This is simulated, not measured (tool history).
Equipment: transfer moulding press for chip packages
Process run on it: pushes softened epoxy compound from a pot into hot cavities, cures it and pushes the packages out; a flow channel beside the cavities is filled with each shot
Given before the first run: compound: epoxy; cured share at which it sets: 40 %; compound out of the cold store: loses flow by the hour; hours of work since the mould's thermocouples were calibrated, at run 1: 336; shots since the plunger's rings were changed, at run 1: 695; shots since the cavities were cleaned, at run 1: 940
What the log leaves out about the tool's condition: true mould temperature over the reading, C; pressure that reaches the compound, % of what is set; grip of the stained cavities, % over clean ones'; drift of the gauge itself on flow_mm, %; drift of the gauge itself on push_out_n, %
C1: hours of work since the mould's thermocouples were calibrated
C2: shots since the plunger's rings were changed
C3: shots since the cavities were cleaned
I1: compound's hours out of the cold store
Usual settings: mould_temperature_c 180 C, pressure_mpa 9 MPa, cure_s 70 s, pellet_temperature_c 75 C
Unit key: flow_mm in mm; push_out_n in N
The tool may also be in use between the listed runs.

Run 1, hour 0: usual settings; C1 336; C2 695; C3 940; I1 40.6. Result: flow_mm 882 mm, push_out_n 836 N.
At hour 6.1: cavities cleaned with cleaning compound and waxed.
Run 2, hour 39.8: usual settings; C1 359; C2 1248; C3 487; I1 37.6. Result: flow_mm 865 mm, push_out_n 748 N.
Run 3, hour 69.3: usual settings; C1 377; C2 1672; C3 911; I1 47.5. Result: flow_mm 834 mm, push_out_n 840 N.
At hour 78.3: cavities cleaned with cleaning compound and waxed.
Run 4, hour 118.9: usual settings; C1 407; C2 2365; C3 584; I1 13.8. Result: flow_mm 966 mm, push_out_n 863 N.
At hour 140.3: mould's thermocouples calibrated.
Run 5, hour 143.2: usual settings; C1 2; C2 2687; C3 906; I1 15.5. Result: flow_mm 949 mm, push_out_n 863 N.
At hour 152.3: cavities cleaned with cleaning compound and waxed.
Run 6, hour 187.1: usual settings but pressure_mpa 9.53 MPa; C1 28; C2 3298; C3 501; I1 27.2. Result: flow_mm 930 mm, push_out_n 753 N.
At hour 224.7: cavities cleaned with cleaning compound and waxed.
Run 7, hour 225.6: usual settings but pressure_mpa 9.53 MPa; C1 51; C2 3831; C3 13; I1 35.4. Result: flow_mm 890 mm, push_out_n 536 N.
Run 8, hour 255.6: usual settings; C1 69; C2 4264; C3 446; I1 9.6. Result: flow_mm 960 mm, push_out_n 766 N.
At hour 274.6: mould's thermocouples calibrated, once more.
Run 9, hour 290.8: usual settings but pressure_mpa 8.68 MPa; C1 10; C2 4742; C3 924; I1 27.1. Result: flow_mm 866 mm, push_out_n 840 N.
At hour 298.8: cavities cleaned with cleaning compound and waxed.
Run 10, hour 319.4: usual settings but pressure_mpa 8.68 MPa; C1 27; C2 5133; C3 297; I1 40.6. Result: flow_mm 817 mm, push_out_n 709 N.
Run 11, hour 347.7: usual settings but pressure_mpa 8.68 MPa; C1 44; C2 5541; C3 705; I1 32.1. Result: flow_mm 844 mm, push_out_n 839 N.
At hour 370.1: cavities cleaned with cleaning compound and waxed.
At hour 379.3: plunger's sealing rings changed.
Run 12, hour 379.7: usual settings but cure_s 90 s; C1 62; C2 6; C3 104; I1 30.9. Result: flow_mm 923 mm, push_out_n 480 N.
Run 13, hour 403.3: usual settings but cure_s 90 s; C1 76; C2 345; C3 443; I1 45.9. Result: flow_mm 864 mm, push_out_n 605 N.
At hour 444: cavities cleaned with cleaning compound and waxed.
Run 14, hour 454.4: usual settings but cure_s 90 s; C1 107; C2 1060; C3 150; I1 8.3. Result: flow_mm 1018 mm, push_out_n 505 N.
Run 15, hour 475.7: usual settings but pressure_mpa 8.2 MPa, cure_s 109 s, pellet_temperature_c 73 C; C1 120; C2 1367; C3 457; I1 41.8. Result: flow_mm 817 mm, push_out_n 602 N.
At hour 516.7: cavities cleaned with cleaning compound and waxed.
Run 16, hour 517: usual settings but pressure_mpa 8.2 MPa, cure_s 109 s, pellet_temperature_c 73 C; C1 145; C2 1941; C3 5; I1 37.5. Result: flow_mm 831 mm, push_out_n 400 N.
Run 17, hour 547.4: usual settings but mould_temperature_c 184 C, pressure_mpa 8.2 MPa, cure_s 53 s, pellet_temperature_c 73 C; C1 163; C2 2378; C3 442; I1 45.4. Result: flow_mm 786 mm, push_out_n 1060 N.
Run 18, hour 569.5: usual settings but mould_temperature_c 178 C, pressure_mpa 8.71 MPa, cure_s 57 s, pellet_temperature_c 81 C; C1 177; C2 2697; C3 761; I1 43.6. Result: flow_mm 836 mm, push_out_n 1442 N.
At hour 588.3: cavities cleaned with cleaning compound and waxed.
Run 19, hour 620.8: usual settings but mould_temperature_c 173 C, pressure_mpa 7.84 MPa, cure_s 78 s, pellet_temperature_c 72 C; C1 208; C2 3415; C3 469; I1 22.1. Result: flow_mm 892 mm, push_out_n 952 N.
Run 20, hour 643.9: usual settings but pressure_mpa 7.19 MPa, cure_s 72 s, pellet_temperature_c 77 C; C1 222; C2 3748; C3 802; I1 32.7. Result: flow_mm 774 mm, push_out_n 795 N.
At hour 661.9: cavities cleaned with cleaning compound and waxed.
Run 21, hour 678.5: usual settings but mould_temperature_c 172 C, pressure_mpa 7.98 MPa, cure_s 91 s, pellet_temperature_c 67 C; C1 243; C2 4224; C3 238; I1 20.8. Result: flow_mm 895 mm, push_out_n 669 N.
Run 22, hour 709.6: usual settings but mould_temperature_c 174 C, cure_s 74 s; C1 262; C2 4673; C3 687; I1 17.8. Result: flow_mm 944 mm, push_out_n 1063 N.
At hour 733.4: cavities cleaned with cleaning compound and waxed.
Run 23, hour 743.6: usual settings but mould_temperature_c 176 C, pressure_mpa 10.52 MPa, cure_s 93 s; C1 282; C2 5141; C3 146; I1 47.8. Result: flow_mm 866 mm, push_out_n 519 N.
Run 24, hour 786.4: usual settings but mould_temperature_c 176 C, pressure_mpa 10.52 MPa, cure_s 93 s; C1 309; C2 5759; C3 764; I1 42.8. Result: flow_mm 895 mm, push_out_n 694 N.
At hour 801: plunger's sealing rings changed.
At hour 806.2: cavities cleaned with cleaning compound and waxed.
Run 25, hour 827.9: usual settings but cure_s 54 s; C1 332; C2 365; C3 313; I1 23. Result: flow_mm 945 mm, push_out_n 1323 N.
Run 26, hour 861.7: usual settings but pellet_temperature_c 84 C; C1 353; C2 852; C3 800; I1 13.5. Result: flow_mm 994 mm, push_out_n 847 N.
At hour 878.3: cavities cleaned with cleaning compound and waxed.
Run 27, hour 905.4: usual settings but mould_temperature_c 176 C; C1 379; C2 1460; C3 390; I1 16.5. Result: flow_mm 991 mm, push_out_n 953 N.

Hidden condition of the tool, last listed run before each entry between runs versus first listed run after:
Between runs 1 and 2: cavities cleaned with cleaning compound and waxed (hour 6.1)
  true mould temperature over the reading, C: 0.79 -> 0.84; pressure that reaches the compound, % of what is set: 98.17 -> 96.93; grip of the stained cavities, % over clean ones': 69.8 -> 53.2
  measured value less the no-hidden-state value, flow_mm: -11 -> -17 mm; push_out_n: +325 -> +240 N
Between runs 3 and 4: cavities cleaned with cleaning compound and waxed (hour 78.3)
  true mould temperature over the reading, C: 0.88 -> 0.95; pressure that reaches the compound, % of what is set: 95.89 -> 94.18; grip of the stained cavities, % over clean ones': 69.8 -> 57.8
  measured value less the no-hidden-state value, flow_mm: -21 -> -33 mm; push_out_n: +328 -> +288 N
Between runs 4 and 5: mould's thermocouples calibrated (hour 140.3)
  true mould temperature over the reading, C: 0.95 -> 1.23; pressure that reaches the compound, % of what is set: 94.18 -> 93.34; grip of the stained cavities, % over clean ones': 57.8 -> 69.1
  measured value less the no-hidden-state value, flow_mm: -33 -> -39 mm; push_out_n: +288 -> +320 N
Between runs 5 and 6: cavities cleaned with cleaning compound and waxed (hour 152.3)
  true mould temperature over the reading, C: 1.23 -> 1.29; pressure that reaches the compound, % of what is set: 93.34 -> 91.87; grip of the stained cavities, % over clean ones': 69.1 -> 53.1
  measured value less the no-hidden-state value, flow_mm: -39 -> -46 mm; push_out_n: +320 -> +231 N
Between runs 6 and 7: cavities cleaned with cleaning compound and waxed (hour 224.7)
  true mould temperature over the reading, C: 1.29 -> 1.34; pressure that reaches the compound, % of what is set: 91.87 -> 90.64; grip of the stained cavities, % over clean ones': 53.1 -> 2.7
  measured value less the no-hidden-state value, flow_mm: -46 -> -50 mm; push_out_n: +231 -> -18 N
Between runs 8 and 9: mould's thermocouples calibrated, once more (hour 274.6)
  true mould temperature over the reading, C: 1.38 -> 0.22; pressure that reaches the compound, % of what is set: 89.48 -> 88.39; grip of the stained cavities, % over clean ones': 49.4 -> 69.1
  measured value less the no-hidden-state value, flow_mm: -61 -> -55 mm; push_out_n: +213 -> +339 N
Between runs 9 and 10: cavities cleaned with cleaning compound and waxed (hour 298.8)
  true mould temperature over the reading, C: 0.22 -> 0.26; pressure that reaches the compound, % of what is set: 88.39 -> 87.44; grip of the stained cavities, % over clean ones': 69.1 -> 39
  measured value less the no-hidden-state value, flow_mm: -55 -> -57 mm; push_out_n: +339 -> +192 N
Between runs 11 and 12: cavities cleaned with cleaning compound and waxed (hour 370.1); plunger's sealing rings changed (hour 379.3)
  true mould temperature over the reading, C: 0.3 -> 0.34; pressure that reaches the compound, % of what is set: 86.42 -> 99.94; grip of the stained cavities, % over clean ones': 62.5 -> 17.1
  measured value less the no-hidden-state value, flow_mm: -65 -> -2 mm; push_out_n: +315 -> +69 N
Between runs 13 and 14: cavities cleaned with cleaning compound and waxed (hour 444)
  true mould temperature over the reading, C: 0.37 -> 0.44; pressure that reaches the compound, % of what is set: 99.14 -> 97.31; grip of the stained cavities, % over clean ones': 47.6 -> 23.6
  measured value less the no-hidden-state value, flow_mm: -5 -> -16 mm; push_out_n: +192 -> +94 N
Between runs 15 and 16: cavities cleaned with cleaning compound and waxed (hour 516.7)
  true mould temperature over the reading, C: 0.48 -> 0.53; pressure that reaches the compound, % of what is set: 96.54 -> 95.16; grip of the stained cavities, % over clean ones': 51.1 -> 2.4
  measured value less the no-hidden-state value, flow_mm: -17 -> -22 mm; push_out_n: +204 -> +10 N
Between runs 18 and 19: cavities cleaned with cleaning compound and waxed (hour 588.3)
  true mould temperature over the reading, C: 0.61 -> 0.68; pressure that reaches the compound, % of what is set: 93.41 -> 91.64; grip of the stained cavities, % over clean ones': 65 -> 51.6
  measured value less the no-hidden-state value, flow_mm: -31 -> -43 mm; push_out_n: +534 -> +296 N
Between runs 20 and 21: cavities cleaned with cleaning compound and waxed (hour 661.9)
  true mould temperature over the reading, C: 0.71 -> 0.76; pressure that reaches the compound, % of what is set: 90.81 -> 89.63; grip of the stained cavities, % over clean ones': 65.8 -> 34.4
  measured value less the no-hidden-state value, flow_mm: -41 -> -54 mm; push_out_n: +299 -> +152 N
Between runs 22 and 23: cavities cleaned with cleaning compound and waxed (hour 733.4)
  true mould temperature over the reading, C: 0.8 -> 0.84; pressure that reaches the compound, % of what is set: 88.49 -> 87.31; grip of the stained cavities, % over clean ones': 62 -> 25.1
  measured value less the no-hidden-state value, flow_mm: -63 -> -65 mm; push_out_n: +369 -> +98 N
Between runs 24 and 25: plunger's sealing rings changed (hour 801); cavities cleaned with cleaning compound and waxed (hour 806.2)
  true mould temperature over the reading, C: 0.9 -> 0.95; pressure that reaches the compound, % of what is set: 85.73 -> 99.09; grip of the stained cavities, % over clean ones': 66.9 -> 42.2
  measured value less the no-hidden-state value, flow_mm: -76 -> -8 mm; push_out_n: +274 -> +332 N
Between runs 26 and 27: cavities cleaned with cleaning compound and waxed (hour 878.3)
  true mould temperature over the reading, C: 1 -> 1.06; pressure that reaches the compound, % of what is set: 97.83 -> 96.26; grip of the stained cavities, % over clean ones': 66.9 -> 47.3
  measured value less the no-hidden-state value, flow_mm: -15 -> -24 mm; push_out_n: +314 -> +260 N

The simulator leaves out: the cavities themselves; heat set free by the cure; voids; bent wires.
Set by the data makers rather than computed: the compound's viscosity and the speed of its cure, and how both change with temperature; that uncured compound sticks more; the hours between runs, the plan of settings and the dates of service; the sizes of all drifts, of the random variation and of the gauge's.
